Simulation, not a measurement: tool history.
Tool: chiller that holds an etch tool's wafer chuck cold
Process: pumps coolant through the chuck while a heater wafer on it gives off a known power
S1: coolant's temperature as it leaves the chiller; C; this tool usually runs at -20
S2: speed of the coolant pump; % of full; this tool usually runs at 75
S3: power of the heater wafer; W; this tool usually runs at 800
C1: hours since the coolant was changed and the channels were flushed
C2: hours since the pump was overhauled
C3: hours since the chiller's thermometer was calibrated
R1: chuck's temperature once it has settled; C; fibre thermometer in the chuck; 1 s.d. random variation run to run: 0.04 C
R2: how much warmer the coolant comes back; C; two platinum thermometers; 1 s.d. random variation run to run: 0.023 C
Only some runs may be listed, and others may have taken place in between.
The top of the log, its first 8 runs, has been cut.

{"run": 9, "hour": 667.7, "S1": -26, "S2": 75, "S3": 800, "C1": 4570, "C2": 3574, "C3": 1552, "R1": -20.14, "R2": 3.17}
{"run": 10, "hour": 744.2, "S1": -26, "S2": 75, "S3": 800, "C1": 4646, "C2": 3650, "C3": 1628, "R1": -20.21, "R2": 3.18}
{"run": 11, "hour": 848.8, "S1": -26, "S2": 75, "S3": 800, "C1": 4751, "C2": 3755, "C3": 1733, "R1": -20.23, "R2": 3.16}
{"run": 12, "hour": 903.7, "S1": -20, "S2": 75, "S3": 800, "C1": 4806, "C2": 3810, "C3": 1788, "R1": -14.25, "R2": 3.19}
{"run": 13, "hour": 965.8, "S1": -20, "S2": 75, "S3": 800, "C1": 4868, "C2": 3872, "C3": 1850, "R1": -14.24, "R2": 3.18}
{"run": 14, "hour": 1026.1, "S1": -20, "S2": 75, "S3": 800, "C1": 4928, "C2": 3932, "C3": 1910, "R1": -14.13, "R2": 3.15}
{"run": 15, "hour": 1082.7, "S1": -20, "S2": 75, "S3": 800, "C1": 4985, "C2": 3989, "C3": 1967, "R1": -14.12, "R2": 3.19}
{"run": 16, "hour": 1179.2, "S1": -20, "S2": 75, "S3": 800, "C1": 5081, "C2": 4085, "C3": 2063, "R1": -14.13, "R2": 3.15}
{"run": 17, "hour": 1281.4, "S1": -20, "S2": 75, "S3": 471, "C1": 5183, "C2": 4187, "C3": 2166, "R1": -16.64, "R2": 1.87}
{"run": 18, "hour": 1375.2, "S1": -21, "S2": 60, "S3": 457, "C1": 5277, "C2": 4281, "C3": 2259, "R1": -17.12, "R2": 2.3}
{"run": 19, "hour": 1432.6, "S1": -20, "S2": 75, "S3": 1147, "C1": 5334, "C2": 4338, "C3": 2317, "R1": -11.56, "R2": 4.58}
{"run": 20, "hour": 1536.2, "S1": -20, "S2": 75, "S3": 1147, "C1": 5438, "C2": 4442, "C3": 2420, "R1": -11.55, "R2": 4.58}
{"hour": 1547.5, "done": "coolant pump overhauled"}
{"run": 21, "hour": 1623.4, "S1": -16, "S2": 85, "S3": 642, "C1": 5520, "C2": 76, "C3": 2503, "R1": -11.76, "R2": 2.25}
{"run": 22, "hour": 1708.4, "S1": -16, "S2": 85, "S3": 642, "C1": 5605, "C2": 161, "C3": 2588, "R1": -11.67, "R2": 2.24}
{"run": 23, "hour": 1755.8, "S1": -12, "S2": 75, "S3": 457, "C1": 5653, "C2": 208, "C3": 2635, "R1": -8.78, "R2": 1.89}
{"hour": 1793.7, "done": "coolant pump overhauled, once more"}
{"run": 24, "hour": 1813.5, "S1": -12, "S2": 75, "S3": 457, "C1": 5705, "C2": 20, "C3": 2688, "R1": -8.89, "R2": 1.77}
{"run": 25, "hour": 1867.3, "S1": -26, "S2": 93, "S3": 882, "C1": 5759, "C2": 74, "C3": 2742, "R1": -20.66, "R2": 2.76}
{"run": 26, "hour": 1960.3, "S1": -26, "S2": 93, "S3": 759, "C1": 5852, "C2": 167, "C3": 2835, "R1": -21.41, "R2": 2.33}
{"run": 27, "hour": 2022.6, "S1": -26, "S2": 80, "S3": 683, "C1": 5915, "C2": 229, "C3": 2897, "R1": -21.48, "R2": 2.51}
{"run": 28, "hour": 2091.5, "S1": -26, "S2": 80, "S3": 683, "C1": 5983, "C2": 298, "C3": 2966, "R1": -21.49, "R2": 2.49}
{"run": 29, "hour": 2187.3, "S1": -20, "S2": 68, "S3": 454, "C1": 6079, "C2": 394, "C3": 3062, "R1": -16.64, "R2": 1.95}
{"run": 30, "hour": 2282.7, "S1": -20, "S2": 87, "S3": 547, "C1": 6175, "C2": 489, "C3": 3157, "R1": -16.51, "R2": 1.83}
{"run": 31, "hour": 2369.5, "S1": -29, "S2": 93, "S3": 547, "C1": 6261, "C2": 576, "C3": 3244, "R1": -25.82, "R2": 1.71}

5 options for the next run, each taken on its own from the tool as it stands now. Forecast them:
{"run": "A", "hour": 2428.1, "S1": -11, "S2": 60, "S3": 573, "C1": 6320, "C2": 634, "C3": 3302, "R1": "?", "R2": "?"}
{"run": "B", "hour": 2428.1, "S1": -13, "S2": 75, "S3": 498, "C1": 6320, "C2": 634, "C3": 3302, "R1": "?", "R2": "?"}
{"run": "C", "hour": 2428.1, "S1": -19, "S2": 75, "S3": 538, "C1": 6320, "C2": 634, "C3": 3302, "R1": "?", "R2": "?"}
{"run": "D", "hour": 2428.1, "S1": -20, "S2": 75, "S3": 502, "C1": 6320, "C2": 634, "C3": 3302, "R1": "?", "R2": "?"}
{"run": "E", "hour": 2428.1, "S1": -18, "S2": 75, "S3": 920, "C1": 6320, "C2": 634, "C3": 3302, "R1": "?", "R2": "?"}

run=A R1=-6.20 R2=2.81
run=B R1=-9.51 R2=1.92
run=C R1=-15.31 R2=2.10
run=D R1=-16.51 R2=1.95
run=E R1=-11.49 R2=3.58
With no hidden state in the tool, these same runs would have given:
run=A R1=-6.28 R2=2.80
run=B R1=-9.52 R2=1.91
run=C R1=-15.34 R2=2.09
run=D R1=-16.52 R2=1.94
run=E R1=-11.69 R2=3.55

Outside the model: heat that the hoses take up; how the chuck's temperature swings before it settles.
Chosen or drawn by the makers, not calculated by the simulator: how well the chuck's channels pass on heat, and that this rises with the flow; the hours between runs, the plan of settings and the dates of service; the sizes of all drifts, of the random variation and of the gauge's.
